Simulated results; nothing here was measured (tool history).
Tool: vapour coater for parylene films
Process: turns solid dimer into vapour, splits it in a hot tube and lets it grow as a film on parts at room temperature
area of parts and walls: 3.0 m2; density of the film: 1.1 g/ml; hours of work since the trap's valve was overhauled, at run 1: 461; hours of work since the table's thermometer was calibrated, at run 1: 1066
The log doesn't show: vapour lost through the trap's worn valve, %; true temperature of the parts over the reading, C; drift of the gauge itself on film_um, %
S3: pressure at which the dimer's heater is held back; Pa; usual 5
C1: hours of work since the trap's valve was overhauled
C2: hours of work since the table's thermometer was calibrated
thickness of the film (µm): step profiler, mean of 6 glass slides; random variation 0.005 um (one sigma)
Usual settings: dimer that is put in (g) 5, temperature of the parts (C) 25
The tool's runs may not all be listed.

run 1 hour=0 | dimer_that_is_put_in_(g)=5 temperature_of_the_parts_(C)=25 S3=5 | C1=461 C2=1066 | thickness_of_the_film_(µm)=0.884
run 2 hour=49.9 | dimer_that_is_put_in_(g)=5 temperature_of_the_parts_(C)=20 S3=5 | C1=485 C2=1090 | thickness_of_the_film_(µm)=0.983
run 3 hour=102.1 | dimer_that_is_put_in_(g)=5 temperature_of_the_parts_(C)=20 S3=5 | C1=511 C2=1116 | thickness_of_the_film_(µm)=0.988
run 4 hour=175.2 | dimer_that_is_put_in_(g)=5 temperature_of_the_parts_(C)=25 S3=5 | C1=546 C2=1151 | thickness_of_the_film_(µm)=0.882
run 5 hour=225.4 | dimer_that_is_put_in_(g)=5 temperature_of_the_parts_(C)=25 S3=5 | C1=571 C2=1176 | thickness_of_the_film_(µm)=0.885
run 6 hour=304 | dimer_that_is_put_in_(g)=5 temperature_of_the_parts_(C)=25 S3=5 | C1=609 C2=1214 | thickness_of_the_film_(µm)=0.881
-- hour=336.1 trap's valve overhauled
run 7 hour=375.9 | dimer_that_is_put_in_(g)=5 temperature_of_the_parts_(C)=25 S3=5 | C1=19 C2=1247 | thickness_of_the_film_(µm)=0.874
run 8 hour=447.2 | dimer_that_is_put_in_(g)=4 temperature_of_the_parts_(C)=21 S3=3.34 | C1=54 C2=1282 | thickness_of_the_film_(µm)=0.84
-- hour=474.4 table's thermometer calibrated
run 9 hour=486.5 | dimer_that_is_put_in_(g)=4 temperature_of_the_parts_(C)=18 S3=2.31 | C1=73 C2=6 | thickness_of_the_film_(µm)=0.978
run 10 hour=536.7 | dimer_that_is_put_in_(g)=4 temperature_of_the_parts_(C)=18 S3=2.31 | C1=97 C2=30 | thickness_of_the_film_(µm)=0.973
run 11 hour=615.6 | dimer_that_is_put_in_(g)=4 temperature_of_the_parts_(C)=18 S3=2.31 | C1=136 C2=69 | thickness_of_the_film_(µm)=0.975

The next listed run, before its measurement:
run 12 hour=693.5 | dimer_that_is_put_in_(g)=5 temperature_of_the_parts_(C)=30 S3=10.46 | C1=173 C2=107 | thickness_of_the_film_(µm)=?

Run 12 gave thickness of the film (µm) 0.677.
Without the tool's hidden state the same run would have given thickness of the film (µm) 0.678.
